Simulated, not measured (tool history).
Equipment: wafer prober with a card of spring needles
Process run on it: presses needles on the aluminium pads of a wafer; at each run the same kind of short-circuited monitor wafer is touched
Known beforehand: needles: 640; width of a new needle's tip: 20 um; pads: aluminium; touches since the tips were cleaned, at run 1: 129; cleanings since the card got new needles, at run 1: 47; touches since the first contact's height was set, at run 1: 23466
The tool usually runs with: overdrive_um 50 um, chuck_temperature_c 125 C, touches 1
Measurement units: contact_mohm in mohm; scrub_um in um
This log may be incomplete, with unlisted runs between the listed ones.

| run | hour | overdrive_um | chuck_temperature_c | touches | touches since the tips were cleaned | cleanings since the card got new needles | touches since the first contact's height was set | contact_mohm | scrub_um |
|---|---|---|---|---|---|---|---|---|---|
| 1 | 0.0 | 50 | 125 | 1 | 129 | 47 | 23466 | 264 | 10.44 |
|  | 3.4 | tips cleaned on abrasive film |
|  | 7.6 | tips cleaned on abrasive film |
| 2 | 11.1 | 50 | 125 | 1 | 1573 | 49 | 28337 | 398 | 10.44 |
|  | 12.1 | tips cleaned on abrasive film |
|  | 16.6 | tips cleaned on abrasive film |
|  | 21.0 | tips cleaned on abrasive film |
|  | 25.1 | tips cleaned on abrasive film |
| 3 | 26.6 | 50 | 125 | 1 | 661 | 53 | 35065 | 318 | 10.38 |
|  | 29.3 | tips cleaned on abrasive film |
|  | 33.7 | tips cleaned on abrasive film |
|  | 38.1 | tips cleaned on abrasive film |
| 4 | 38.2 | 50 | 125 | 1 | 71 | 56 | 40124 | 251 | 10.35 |
|  | 41.8 | tips cleaned on abrasive film |
| 5 | 44.9 | 65 | 125 | 1 | 1386 | 57 | 43049 | 321 | 13.50 |
|  | 45.6 | tips cleaned on abrasive film |
|  | 49.8 | tips cleaned on abrasive film |
|  | 54.2 | tips cleaned on abrasive film |
|  | 58.3 | tips cleaned on abrasive film |
| 6 | 58.3 | 50 | 125 | 1 | 0 | 61 | 48846 | 243 | 10.18 |
|  | 62.5 | tips cleaned on abrasive film |
|  | 66.8 | tips cleaned on abrasive film |
|  | 71.3 | tips cleaned on abrasive film |
| 7 | 73.1 | 50 | 125 | 1 | 789 | 64 | 55327 | 341 | 10.09 |
|  | 75.8 | tips cleaned on abrasive film |
| 8 | 79.2 | 50 | 125 | 1 | 1517 | 65 | 58030 | 403 | 10.15 |
|  | 80.2 | tips cleaned on abrasive film |
|  | 84.7 | tips cleaned on abrasive film |
|  | 89.2 | tips cleaned on abrasive film |
|  | 93.2 | tips cleaned on abrasive film |
| 9 | 93.4 | 50 | 125 | 1 | 105 | 69 | 64183 | 260 | 9.95 |
|  | 97.4 | tips cleaned on abrasive film |
|  | 100.4 | height of the first contact set anew |
|  | 102.0 | tips cleaned on abrasive film |
|  | 106.4 | tips cleaned on abrasive film |
| 10 | 108.6 | 50 | 125 | 1 | 962 | 72 | 3580 | 385 | 9.75 |
|  | 110.5 | tips cleaned on abrasive film |
|  | 114.9 | tips cleaned on abrasive film |
| 11 | 116.8 | 50 | 125 | 1 | 860 | 74 | 7140 | 354 | 9.66 |
|  | 119.1 | tips cleaned on abrasive film |
|  | 123.6 | tips cleaned on abrasive film |
|  | 127.8 | tips cleaned on abrasive film |
| 12 | 128.8 | 50 | 125 | 1 | 432 | 77 | 12373 | 314 | 9.62 |
|  | 132.0 | tips cleaned on abrasive film |
|  | 136.0 | tips cleaned on abrasive film |
|  | 140.3 | tips cleaned on abrasive film |
| 13 | 140.8 | 50 | 125 | 1 | 253 | 80 | 17604 | 298 | 9.53 |
|  | 144.0 | tips cleaned on abrasive film |
|  | 147.7 | tips cleaned on abrasive film |
| 14 | 149.0 | 50 | 125 | 1 | 615 | 82 | 21179 | 346 | 9.52 |
|  | 151.8 | tips cleaned on abrasive film |
|  | 155.9 | tips cleaned on abrasive film |
| 15 | 159.1 | 54 | 103 | 1 | 1434 | 84 | 25599 | 395 | 10.33 |
|  | 160.1 | tips cleaned on abrasive film |
|  | 163.0 | height of the first contact set anew, once more |
|  | 164.8 | tips cleaned on abrasive film |
|  | 168.5 | tips cleaned on abrasive film |
| 16 | 169.5 | 53 | 41 | 2 | 434 | 87 | 2826 | 256 | 11.42 |

The next listed run, before its measurement:
|  | 173.0 | tips cleaned on abrasive film |
|  | 177.4 | tips cleaned on abrasive film |
|  | 181.4 | tips cleaned on abrasive film |
| 17 | 181.4 | 56 | 97 | 2 | 0 | 90 | 7983 | ? | ? |

contact_mohm: 226 mohm
scrub_um: 11.94 um
Without the tool's hidden state the same run would have given contact_mohm 216 mohm, scrub_um 12.06 um.
